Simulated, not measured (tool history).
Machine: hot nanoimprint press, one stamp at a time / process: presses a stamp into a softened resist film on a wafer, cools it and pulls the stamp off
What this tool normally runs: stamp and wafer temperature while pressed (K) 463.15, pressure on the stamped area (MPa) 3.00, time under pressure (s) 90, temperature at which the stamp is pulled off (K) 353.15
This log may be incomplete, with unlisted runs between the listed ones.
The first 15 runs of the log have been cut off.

run   hour  stamp and wafer temperature while pressed (K)  pressure on the stamped area (MPa)  time under pressure (s)  temperature at which the stamp is pulled off (K)  hours of work since the thermocouple was calibrated  imprints on the stamp's release coat  hours of work since the press's seals were changed  resist left under the stamp's widest pad (Å)  greatest force while the stamp is pulled off (N)
 16  117.6                                         469.15                                3.00                       90                                            353.15                                                   47                                    56                                                 116                                          1577                                             122.6
 17  127.4                                         452.15                                3.00                      172                                            353.15                                                   52                                    90                                                 121                                          2112                                             121.5
 18  131.7                                         452.15                                4.12                      172                                            353.15                                                   54                                   104                                                 123                                          1870                                             123.0
 19  140.9                                         463.15                                4.04                       90                                            355.15                                                   59                                   136                                                 128                                          1652                                             120.1
 20  146.5                                         460.15                                3.14                      118                                            341.15                                                   61                                   154                                                 130                                          1837                                             137.6
 21  154.2                                         457.15                                3.00                       48                                            353.15                                                   65                                   180                                                 134                                          2596                                             122.0
 22  164.1                                         457.15                                3.00                       48                                            353.15                                                   70                                   214                                                 139                                          2597                                             122.9
 23  172.4                                         463.15                                3.00                      124                                            353.15                                                   74                                   242                                                 143                                          1675                                             123.1
 24  179.3                                         463.15                                3.00                      124                                            353.15                                                   78                                   266                                                 146                                          1673                                             123.1
 25  189.0                                         463.15                                3.00                      124                                            353.15                                                   82                                   298                                                 151                                          1676                                             123.5
 26  195.1                                         464.15                                3.00                      151                                            355.15                                                   85                                   319                                                 154                                          1512                                             119.4
 27  201.0                                         464.15                                3.00                      151                                            355.15                                                   88                                   339                                                 157                                          1510                                             120.3
 28  211.1                                         462.15                                1.97                      130                                            343.15                                                   93                                   373                                                 162                                          2022                                             134.9
 29  216.2                                         462.15                                1.97                      130                                            343.15                                                   96                                   391                                                 165                                          2021                                             135.9
 30  225.2                                         462.15                                1.97                      130                                            343.15                                                  100                                   421                                                 169                                          2026                                             136.3

Below are 3 alternative next runs, each starting from the tool's condition after run 30. Predict each:
  A  230.2                                         467.15                                1.97                      130                                            343.15                                                  103                                   438                                                 172                                             ?                                                 ?
  B  230.2                                         462.15                                3.09                      130                                            343.15                                                  103                                   438                                                 172                                             ?                                                 ?
  C  230.2                                         458.15                                3.33                       90                                            353.15                                                  103                                   438                                                 172                                             ?                                                 ?

run  resist left under the stamp's widest pad (Å)  greatest force while the stamp is pulled off (N)
  A                                          1758                                             135.3
  B                                          1682                                             135.3
  C                                          2073                                             122.9
Without the tool's unlogged condition, the same runs would have read:
run  resist left under the stamp's widest pad (Å)  greatest force while the stamp is pulled off (N)
  A                                          1758                                             135.1
  B                                          1681                                             135.1
  C                                          2073                                             122.7
